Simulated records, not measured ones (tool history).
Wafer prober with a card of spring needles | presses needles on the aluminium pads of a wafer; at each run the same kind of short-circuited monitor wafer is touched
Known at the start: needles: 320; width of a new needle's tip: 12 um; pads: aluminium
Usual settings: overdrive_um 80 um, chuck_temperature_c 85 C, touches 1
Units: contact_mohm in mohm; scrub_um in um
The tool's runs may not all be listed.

run	hour	overdrive_um	chuck_temperature_c	touches	contact_mohm	scrub_um
1	0.0	80	85	1	149	16.68
2	34.1	80	85	1	154	16.70
3	69.4	80	85	1	150	16.66
4	94.3	80	85	1	151	16.66
5	136.2	80	85	1	153	16.72
6	164.9	80	85	1	153	16.85
7	205.6	83	95	2	155	17.15
8	231.3	80	62	2	150	16.58
9	275.5	80	62	2	148	16.47
10	297.1	80	43	2	145	16.59
11	342.1	81	32	3	145	16.96

Taken out of this log: 25 entries between the listed runs. Where each belongs, and how the hidden state differs across it:
Between runs 1 and 2: tips cleaned on abrasive film (hour 12.8); tips cleaned on abrasive film (hour 26.2)
  debris on the tips, nm: 0.1 -> 1
Between runs 2 and 3: tips cleaned on abrasive film (hour 39.7); tips cleaned on abrasive film (hour 53.6); tips cleaned on abrasive film (hour 68.2)
  debris on the tips, nm: 1 -> 0.3
Between runs 3 and 4: tips cleaned on abrasive film (hour 80.4); tips cleaned on abrasive film (hour 93.6)
  debris on the tips, nm: 0.3 -> 0.2; way that the needles fall short of the set height, um: 0 -> 0.01
Between runs 4 and 5: tips cleaned on abrasive film (hour 105.6); tips cleaned on abrasive film (hour 117.7); tips cleaned on abrasive film (hour 131.6)
  debris on the tips, nm: 0.2 -> 0.6
Between runs 5 and 6: tips cleaned on abrasive film (hour 144.5); tips cleaned on abrasive film (hour 157.6)
  debris on the tips, nm: 0.6 -> 0.8
Between runs 6 and 7: tips cleaned on abrasive film (hour 170.7); tips cleaned on abrasive film (hour 183.8); tips cleaned on abrasive film (hour 196.8)
  debris on the tips, nm: 0.8 -> 1
Between runs 7 and 8: tips cleaned on abrasive film (hour 211.4); tips cleaned on abrasive film (hour 224.2)
  debris on the tips, nm: 1 -> 0.9
Between runs 8 and 9: tips cleaned on abrasive film (hour 236.2); tips cleaned on abrasive film (hour 249.4); tips cleaned on abrasive film (hour 262.2); tips cleaned on abrasive film (hour 275.5)
  debris on the tips, nm: 0.9 -> 0.1
Between runs 9 and 10: tips cleaned on abrasive film (hour 289.3)
  debris on the tips, nm: 0.1 -> 0.9; tips' diameter, um: 12 -> 12.01
Between runs 10 and 11: tips cleaned on abrasive film (hour 302.8); tips cleaned on abrasive film (hour 316.2); tips cleaned on abrasive film (hour 330.8)
  debris on the tips, nm: 0.9 -> 1; way that the needles fall short of the set height, um: 0.01 -> 0.02

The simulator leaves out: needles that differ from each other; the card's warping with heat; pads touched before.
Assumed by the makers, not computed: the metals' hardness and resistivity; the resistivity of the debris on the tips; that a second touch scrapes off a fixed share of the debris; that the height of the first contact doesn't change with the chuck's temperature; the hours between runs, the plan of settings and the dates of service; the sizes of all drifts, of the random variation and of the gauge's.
